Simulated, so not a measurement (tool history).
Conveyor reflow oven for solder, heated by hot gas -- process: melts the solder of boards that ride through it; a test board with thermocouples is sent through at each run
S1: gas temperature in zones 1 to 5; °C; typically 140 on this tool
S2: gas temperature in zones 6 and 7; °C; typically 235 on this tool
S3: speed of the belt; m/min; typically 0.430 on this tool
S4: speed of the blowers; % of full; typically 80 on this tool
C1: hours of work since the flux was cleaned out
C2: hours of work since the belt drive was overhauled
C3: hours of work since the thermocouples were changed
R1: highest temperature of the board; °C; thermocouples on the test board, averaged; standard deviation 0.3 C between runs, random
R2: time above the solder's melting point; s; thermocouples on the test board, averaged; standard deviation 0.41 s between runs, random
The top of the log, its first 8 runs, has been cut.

{"run": 9, "hour": 346.4, "S1": 140, "S2": 224, "S3": 0.43, "S4": 80, "C1": 55, "C2": 403, "C3": 374, "R1": 211.0, "R2": 78.8}
{"run": 10, "hour": 374.8, "S1": 140, "S2": 235, "S3": 0.43, "S4": 75, "C1": 70, "C2": 417, "C3": 388, "R1": 220.2, "R2": 88.3}
{"run": 11, "hour": 426.7, "S1": 140, "S2": 235, "S3": 0.43, "S4": 75, "C1": 96, "C2": 444, "C3": 414, "R1": 219.9, "R2": 87.6}
{"run": 12, "hour": 450.1, "S1": 140, "S2": 235, "S3": 0.43, "S4": 80, "C1": 108, "C2": 455, "C3": 426, "R1": 220.2, "R2": 88.6}
{"run": 13, "hour": 482.7, "S1": 140, "S2": 235, "S3": 0.407, "S4": 80, "C1": 124, "C2": 472, "C3": 443, "R1": 222.3, "R2": 96.6}
{"run": 14, "hour": 535.3, "S1": 140, "S2": 235, "S3": 0.407, "S4": 80, "C1": 151, "C2": 498, "C3": 469, "R1": 222.4, "R2": 95.5}
{"run": 15, "hour": 577.9, "S1": 140, "S2": 235, "S3": 0.407, "S4": 80, "C1": 172, "C2": 520, "C3": 491, "R1": 221.8, "R2": 95.0}
{"run": 16, "hour": 618.4, "S1": 140, "S2": 235, "S3": 0.393, "S4": 80, "C1": 192, "C2": 540, "C3": 511, "R1": 222.9, "R2": 99.6}
{"run": 17, "hour": 662.4, "S1": 127, "S2": 235, "S3": 0.45, "S4": 80, "C1": 215, "C2": 562, "C3": 533, "R1": 216.4, "R2": 74.5}
{"run": 18, "hour": 705.4, "S1": 140, "S2": 235, "S3": 0.43, "S4": 79, "C1": 236, "C2": 584, "C3": 555, "R1": 220.0, "R2": 88.0}
{"run": 19, "hour": 734.1, "S1": 140, "S2": 235, "S3": 0.43, "S4": 52, "C1": 251, "C2": 599, "C3": 570, "R1": 214.1, "R2": 79.5}
{"run": 20, "hour": 767.1, "S1": 140, "S2": 235, "S3": 0.43, "S4": 52, "C1": 267, "C2": 615, "C3": 586, "R1": 213.5, "R2": 79.4}
{"run": 21, "hour": 796.9, "S1": 140, "S2": 235, "S3": 0.43, "S4": 52, "C1": 283, "C2": 630, "C3": 601, "R1": 214.6, "R2": 79.6}
{"run": 22, "hour": 832.0, "S1": 146, "S2": 248, "S3": 0.43, "S4": 64, "C1": 300, "C2": 648, "C3": 619, "R1": 229.2, "R2": 99.1}
{"run": 23, "hour": 865.0, "S1": 126, "S2": 240, "S3": 0.43, "S4": 64, "C1": 317, "C2": 665, "C3": 636, "R1": 218.5, "R2": 79.1}
{"run": 24, "hour": 911.0, "S1": 140, "S2": 235, "S3": 0.38, "S4": 64, "C1": 340, "C2": 688, "C3": 659, "R1": 221.0, "R2": 101.0}
{"run": 25, "hour": 934.5, "S1": 134, "S2": 235, "S3": 0.359, "S4": 64, "C1": 352, "C2": 700, "C3": 671, "R1": 221.4, "R2": 104.8}
{"run": 26, "hour": 965.9, "S1": 140, "S2": 235, "S3": 0.385, "S4": 62, "C1": 368, "C2": 716, "C3": 687, "R1": 219.6, "R2": 99.3}
{"run": 27, "hour": 1019.7, "S1": 140, "S2": 235, "S3": 0.385, "S4": 62, "C1": 395, "C2": 743, "C3": 714, "R1": 219.8, "R2": 97.8}
{"run": 28, "hour": 1057.0, "S1": 140, "S2": 235, "S3": 0.385, "S4": 62, "C1": 414, "C2": 762, "C3": 732, "R1": 220.3, "R2": 98.5}
{"hour": 1066.2, "done": "flux residue cleaned out of gas plates and filters"}
{"run": 29, "hour": 1115.2, "S1": 140, "S2": 241, "S3": 0.394, "S4": 80, "C1": 25, "C2": 788, "C3": 759, "R1": 229.0, "R2": 105.9}
{"run": 30, "hour": 1142.4, "S1": 140, "S2": 241, "S3": 0.394, "S4": 80, "C1": 38, "C2": 802, "C3": 773, "R1": 229.6, "R2": 106.6}
{"run": 31, "hour": 1185.8, "S1": 140, "S2": 235, "S3": 0.515, "S4": 80, "C1": 60, "C2": 824, "C3": 795, "R1": 214.8, "R2": 68.2}

4 ways to go on from here, each from the tool as it stands after run 31. What would each give?
{"run": "A", "hour": 1210.4, "S1": 149, "S2": 235, "S3": 0.394, "S4": 62, "C1": 73, "C2": 836, "C3": 807, "R1": "?", "R2": "?"}
{"run": "B", "hour": 1210.4, "S1": 144, "S2": 231, "S3": 0.378, "S4": 80, "C1": 73, "C2": 836, "C3": 807, "R1": "?", "R2": "?"}
{"run": "C", "hour": 1210.4, "S1": 141, "S2": 235, "S3": 0.43, "S4": 73, "C1": 73, "C2": 836, "C3": 807, "R1": "?", "R2": "?"}
{"run": "D", "hour": 1210.4, "S1": 140, "S2": 235, "S3": 0.515, "S4": 57, "C1": 73, "C2": 836, "C3": 807, "R1": "?", "R2": "?"}

run=A R1=222.8 R2=104.3
run=B R1=221.5 R2=107.3
run=C R1=220.9 R2=88.8
run=D R1=209.9 R2=60.7
The same runs, with their run-to-run variation unchanged, on a tool lacking any hidden condition would have given:
run=A R1=221.6 R2=102.2
run=B R1=220.3 R2=105.3
run=C R1=219.8 R2=86.9
run=D R1=208.8 R2=59.0

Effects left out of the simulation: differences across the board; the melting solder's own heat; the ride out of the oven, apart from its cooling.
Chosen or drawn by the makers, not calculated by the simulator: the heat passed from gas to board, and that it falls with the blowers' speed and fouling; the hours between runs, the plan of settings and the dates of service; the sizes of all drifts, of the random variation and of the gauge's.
